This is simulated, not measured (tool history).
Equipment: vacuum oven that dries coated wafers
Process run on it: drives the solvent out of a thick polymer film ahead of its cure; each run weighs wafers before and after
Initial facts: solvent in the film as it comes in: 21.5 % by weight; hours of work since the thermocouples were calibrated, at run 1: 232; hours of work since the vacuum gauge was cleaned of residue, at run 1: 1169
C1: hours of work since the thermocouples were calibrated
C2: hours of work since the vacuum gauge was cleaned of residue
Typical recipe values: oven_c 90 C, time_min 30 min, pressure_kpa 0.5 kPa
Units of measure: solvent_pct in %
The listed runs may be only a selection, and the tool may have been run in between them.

Run 1, hour 0: usual settings; C1 232; C2 1169. Result: solvent_pct 4.53 %.
Run 2, hour 36.2: usual settings; C1 260; C2 1196. Result: solvent_pct 4.72 %.
Run 3, hour 63.2: usual settings but time_min 18 min; C1 280; C2 1217. Result: solvent_pct 7.74 %.
Run 4, hour 98.8: usual settings; C1 307; C2 1244. Result: solvent_pct 4.55 %.
Run 5, hour 143.7: usual settings; C1 341; C2 1278. Result: solvent_pct 4.67 %.
Run 6, hour 191.3: usual settings; C1 377; C2 1314. Result: solvent_pct 4.7 %.
Run 7, hour 222.6: usual settings; C1 400; C2 1337. Result: solvent_pct 4.67 %.
Run 8, hour 264.6: usual settings; C1 432; C2 1369. Result: solvent_pct 4.71 %.
Run 9, hour 321.1: usual settings; C1 475; C2 1412. Result: solvent_pct 4.85 %.
Run 10, hour 368.4: usual settings; C1 511; C2 1447. Result: solvent_pct 4.73 %.
Run 11, hour 425.5: usual settings; C1 554; C2 1490. Result: solvent_pct 4.88 %.
Run 12, hour 481.5: usual settings; C1 596; C2 1533. Result: solvent_pct 4.69 %.
Run 13, hour 516.5: usual settings; C1 622; C2 1559. Result: solvent_pct 4.86 %.
Run 14, hour 545.3: usual settings but time_min 19 min; C1 644; C2 1581. Result: solvent_pct 7.82 %.
Run 15, hour 598.7: usual settings but time_min 19 min; C1 684; C2 1621. Result: solvent_pct 7.84 %.
Run 16, hour 628.7: usual settings but time_min 19 min; C1 707; C2 1644. Result: solvent_pct 7.65 %.
Run 17, hour 680.5: usual settings but time_min 19 min; C1 746; C2 1683. Result: solvent_pct 7.76 %.
Run 18, hour 708.8: usual settings but pressure_kpa 0.289 kPa; C1 768; C2 1704. Result: solvent_pct 4.79 %.
Run 19, hour 761.6: usual settings but pressure_kpa 0.289 kPa; C1 807; C2 1744. Result: solvent_pct 4.94 %.
Run 20, hour 804.1: usual settings but time_min 49 min, pressure_kpa 0.289 kPa; C1 839; C2 1776. Result: solvent_pct 2.36 %.
At hour 815.3: oven's thermocouples calibrated.
Run 21, hour 862.8: usual settings but time_min 49 min, pressure_kpa 0.289 kPa; C1 36; C2 1819. Result: solvent_pct 2.02 %.
Run 22, hour 915.7: usual settings but time_min 49 min, pressure_kpa 0.289 kPa; C1 76; C2 1859. Result: solvent_pct 2.01 %.
Run 23, hour 972: usual settings but time_min 49 min, pressure_kpa 0.289 kPa; C1 118; C2 1901. Result: solvent_pct 2.05 %.
Run 24, hour 1010.6: usual settings but time_min 49 min, pressure_kpa 0.302 kPa; C1 147; C2 1930. Result: solvent_pct 2.16 %.
Run 25, hour 1054.4: usual settings but time_min 21 min, pressure_kpa 0.456 kPa; C1 181; C2 1964. Result: solvent_pct 6.64 %.
Run 26, hour 1104.8: usual settings but pressure_kpa 0.759 kPa; C1 218; C2 2002. Result: solvent_pct 4.8 %.
Run 27, hour 1147.1: usual settings but oven_c 76 C, time_min 42 min, pressure_kpa 0.455 kPa; C1 250; C2 2034. Result: solvent_pct 8.77 %.
Run 28, hour 1189.3: usual settings but pressure_kpa 0.541 kPa; C1 282; C2 2065. Result: solvent_pct 4.64 %.
Run 29, hour 1248.2: usual settings but oven_c 99 C, time_min 47 min; C1 327; C2 2110. Result: solvent_pct 0.78 %.
Run 30, hour 1275.9: usual settings but oven_c 99 C, time_min 32 min; C1 348; C2 2131. Result: solvent_pct 1.65 %.
Run 31, hour 1312.2: usual settings but oven_c 92 C, time_min 34 min, pressure_kpa 0.514 kPa; C1 375; C2 2158. Result: solvent_pct 3.43 %.
Run 32, hour 1369.7: usual settings but oven_c 102 C, time_min 50 min, pressure_kpa 1.258 kPa; C1 419; C2 2202. Result: solvent_pct 1.03 %.
Run 33, hour 1428.8: usual settings but oven_c 97 C, time_min 21 min, pressure_kpa 1.601 kPa; C1 463; C2 2246. Result: solvent_pct 4.61 %.
Run 34, hour 1473: usual settings but oven_c 85 C, pressure_kpa 0.843 kPa; C1 496; C2 2280. Result: solvent_pct 7.31 %.
Run 35, hour 1505.6: usual settings but oven_c 85 C, pressure_kpa 0.843 kPa; C1 521; C2 2304. Result: solvent_pct 7.59 %.

Expected results for the next run?
Run 36, hour 1543.6: usual settings but oven_c 103 C, pressure_kpa 1.197 kPa; C1 550; C2 2333. Result: solvent_pct ?.

{"run 36": {"solvent_pct": 1.43}}
Had the tool carried no hidden state, the very same run would have given solvent_pct 1.11 %.
